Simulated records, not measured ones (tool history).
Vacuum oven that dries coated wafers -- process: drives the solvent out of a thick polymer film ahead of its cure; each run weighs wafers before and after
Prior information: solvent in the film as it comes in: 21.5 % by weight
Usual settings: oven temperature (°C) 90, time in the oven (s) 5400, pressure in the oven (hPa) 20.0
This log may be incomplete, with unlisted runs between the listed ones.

run 1 day=0.000 | oven_temperature_(°C)=90 time_in_the_oven_(s)=5400 pressure_in_the_oven_(hPa)=20.0 | solvent_left_in_the_film_(%)=1.19
run 2 day=1.888 | oven_temperature_(°C)=92 time_in_the_oven_(s)=5400 pressure_in_the_oven_(hPa)=20.0 | solvent_left_in_the_film_(%)=0.97
run 3 day=3.583 | oven_temperature_(°C)=92 time_in_the_oven_(s)=5400 pressure_in_the_oven_(hPa)=20.0 | solvent_left_in_the_film_(%)=0.98
run 4 day=4.821 | oven_temperature_(°C)=92 time_in_the_oven_(s)=5400 pressure_in_the_oven_(hPa)=20.0 | solvent_left_in_the_film_(%)=1.01
run 5 day=6.421 | oven_temperature_(°C)=90 time_in_the_oven_(s)=4320 pressure_in_the_oven_(hPa)=20.0 | solvent_left_in_the_film_(%)=1.83
run 6 day=7.621 | oven_temperature_(°C)=90 time_in_the_oven_(s)=4320 pressure_in_the_oven_(hPa)=20.0 | solvent_left_in_the_film_(%)=1.78
run 7 day=9.112 | oven_temperature_(°C)=84 time_in_the_oven_(s)=5400 pressure_in_the_oven_(hPa)=20.0 | solvent_left_in_the_film_(%)=2.23
run 8 day=10.629 | oven_temperature_(°C)=91 time_in_the_oven_(s)=5400 pressure_in_the_oven_(hPa)=20.0 | solvent_left_in_the_film_(%)=1.10
run 9 day=11.846 | oven_temperature_(°C)=91 time_in_the_oven_(s)=5400 pressure_in_the_oven_(hPa)=20.0 | solvent_left_in_the_film_(%)=1.11
run 10 day=13.650 | oven_temperature_(°C)=90 time_in_the_oven_(s)=5400 pressure_in_the_oven_(hPa)=20.0 | solvent_left_in_the_film_(%)=1.25
run 11 day=15.638 | oven_temperature_(°C)=90 time_in_the_oven_(s)=5400 pressure_in_the_oven_(hPa)=14.3 | solvent_left_in_the_film_(%)=1.06
run 12 day=16.829 | oven_temperature_(°C)=90 time_in_the_oven_(s)=5400 pressure_in_the_oven_(hPa)=20.0 | solvent_left_in_the_film_(%)=1.22
run 13 day=18.517 | oven_temperature_(°C)=90 time_in_the_oven_(s)=5400 pressure_in_the_oven_(hPa)=20.0 | solvent_left_in_the_film_(%)=1.21
-- day=19.350 vacuum gauge cleaned of residue and calibrated
run 14 day=20.904 | oven_temperature_(°C)=90 time_in_the_oven_(s)=7620 pressure_in_the_oven_(hPa)=20.0 | solvent_left_in_the_film_(%)=0.60
run 15 day=22.696 | oven_temperature_(°C)=90 time_in_the_oven_(s)=7620 pressure_in_the_oven_(hPa)=20.0 | solvent_left_in_the_film_(%)=0.60
run 16 day=24.629 | oven_temperature_(°C)=86 time_in_the_oven_(s)=5340 pressure_in_the_oven_(hPa)=37.8 | solvent_left_in_the_film_(%)=2.12
run 17 day=26.371 | oven_temperature_(°C)=85 time_in_the_oven_(s)=4380 pressure_in_the_oven_(hPa)=37.8 | solvent_left_in_the_film_(%)=3.11
run 18 day=28.471 | oven_temperature_(°C)=85 time_in_the_oven_(s)=4380 pressure_in_the_oven_(hPa)=37.8 | solvent_left_in_the_film_(%)=2.96
run 19 day=31.096 | oven_temperature_(°C)=90 time_in_the_oven_(s)=4980 pressure_in_the_oven_(hPa)=78.3 | solvent_left_in_the_film_(%)=2.68
run 20 day=33.042 | oven_temperature_(°C)=98 time_in_the_oven_(s)=5400 pressure_in_the_oven_(hPa)=78.5 | solvent_left_in_the_film_(%)=1.51
run 21 day=34.717 | oven_temperature_(°C)=81 time_in_the_oven_(s)=6600 pressure_in_the_oven_(hPa)=20.0 | solvent_left_in_the_film_(%)=1.90
run 22 day=36.004 | oven_temperature_(°C)=88 time_in_the_oven_(s)=3480 pressure_in_the_oven_(hPa)=34.4 | solvent_left_in_the_film_(%)=3.19
run 23 day=38.571 | oven_temperature_(°C)=88 time_in_the_oven_(s)=3480 pressure_in_the_oven_(hPa)=34.4 | solvent_left_in_the_film_(%)=3.18
run 24 day=39.688 | oven_temperature_(°C)=97 time_in_the_oven_(s)=3540 pressure_in_the_oven_(hPa)=20.0 | solvent_left_in_the_film_(%)=1.17
run 25 day=41.421 | oven_temperature_(°C)=97 time_in_the_oven_(s)=3540 pressure_in_the_oven_(hPa)=20.0 | solvent_left_in_the_film_(%)=1.07
run 26 day=43.475 | oven_temperature_(°C)=90 time_in_the_oven_(s)=8400 pressure_in_the_oven_(hPa)=24.6 | solvent_left_in_the_film_(%)=0.73
run 27 day=44.971 | oven_temperature_(°C)=81 time_in_the_oven_(s)=2940 pressure_in_the_oven_(hPa)=33.1 | solvent_left_in_the_film_(%)=6.14
run 28 day=46.900 | oven_temperature_(°C)=81 time_in_the_oven_(s)=3240 pressure_in_the_oven_(hPa)=11.0 | solvent_left_in_the_film_(%)=4.92
run 29 day=48.758 | oven_temperature_(°C)=81 time_in_the_oven_(s)=3240 pressure_in_the_oven_(hPa)=11.0 | solvent_left_in_the_film_(%)=4.97
run 30 day=50.529 | oven_temperature_(°C)=90 time_in_the_oven_(s)=4860 pressure_in_the_oven_(hPa)=20.0 | solvent_left_in_the_film_(%)=1.32

Here are 3 independent what-if runs from the current tool condition. What would each one return?
run A day=52.575 | oven_temperature_(°C)=94 time_in_the_oven_(s)=5400 pressure_in_the_oven_(hPa)=20.0 | solvent_left_in_the_film_(%)=?
run B day=52.575 | oven_temperature_(°C)=76 time_in_the_oven_(s)=4020 pressure_in_the_oven_(hPa)=11.5 | solvent_left_in_the_film_(%)=?
run C day=52.575 | oven_temperature_(°C)=104 time_in_the_oven_(s)=3480 pressure_in_the_oven_(hPa)=29.5 | solvent_left_in_the_film_(%)=?

run=A solvent_left_in_the_film_(%)=0.74
run=B solvent_left_in_the_film_(%)=5.33
run=C solvent_left_in_the_film_(%)=0.69
What these runs would have given with no unlogged condition in the tool:
run=A solvent_left_in_the_film_(%)=0.80
run=B solvent_left_in_the_film_(%)=5.71
run=C solvent_left_in_the_film_(%)=0.75
